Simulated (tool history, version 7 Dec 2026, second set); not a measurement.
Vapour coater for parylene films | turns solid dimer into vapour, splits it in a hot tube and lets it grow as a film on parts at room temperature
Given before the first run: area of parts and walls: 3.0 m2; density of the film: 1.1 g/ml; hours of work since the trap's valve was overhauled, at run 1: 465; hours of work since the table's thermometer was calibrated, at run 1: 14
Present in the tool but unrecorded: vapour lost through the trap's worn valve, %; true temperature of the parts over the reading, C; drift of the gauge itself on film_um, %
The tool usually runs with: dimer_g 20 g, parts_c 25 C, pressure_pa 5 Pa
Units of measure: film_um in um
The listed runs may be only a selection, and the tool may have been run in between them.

run	day	dimer_g	parts_c	pressure_pa	hours of work since the trap's valve was overhauled	hours of work since the table's thermometer was calibrated	film_um
1	0	20	25	5	465	14	3.52
2	1.442	20	25	8.55	480	28	3.41
3	4.167	20	32	5	507	55	3.11
4	6.383	20	32	5	529	77	3.11
5	9.333	20	32	5	558	107	3.12
6	12.042	15	25	5	585	133	2.64
# day 14.492: trap's valve overhauled
7	15.188	15	25	5	7	163	2.65
8	17.175	20	25	5	27	183	3.54
9	18.429	20	25	5	39	195	3.56
10	20.158	20	25	5	56	212	3.55
11	22.742	20	25	5	82	238	3.58
12	24.096	9	25	5	95	251	1.59
13	26.9	9	25	5	123	279	1.61
14	28.262	20	25	5	136	292	3.54
15	30.221	20	27	4.02	156	312	3.48
16	32.35	20	24	2.16	177	333	3.8
17	34.35	13	22	4.19	197	353	2.48
18	37.404	14	31	5	227	383	2.24
19	38.704	16	25	3.94	240	396	2.87
20	41.488	20	31	3.08	268	424	3.29
21	44.133	20	24	5.08	294	450	3.64
22	46.417	8	20	5	316	472	1.56
23	47.946	17	27	5.32	331	488	2.95
24	49.446	20	36	5	346	502	2.95
25	51.633	20	26	2.31	368	524	3.66
26	53.188	20	19	6.9	383	539	3.9
27	55.896	20	27	6.02	410	566	3.43

Across each entry between runs, compare the hidden state at the last listed run before it with the hidden state at the first listed run after it:
Run 6 -> run 7: trap's valve overhauled (day 14.492)
  vapour lost through the trap's worn valve, %: 0.3 -> 0; drift of the gauge itself on film_um, %: 0.33 -> 0.41
  measured less the result without the state, film_um: +0 -> +0.01 um
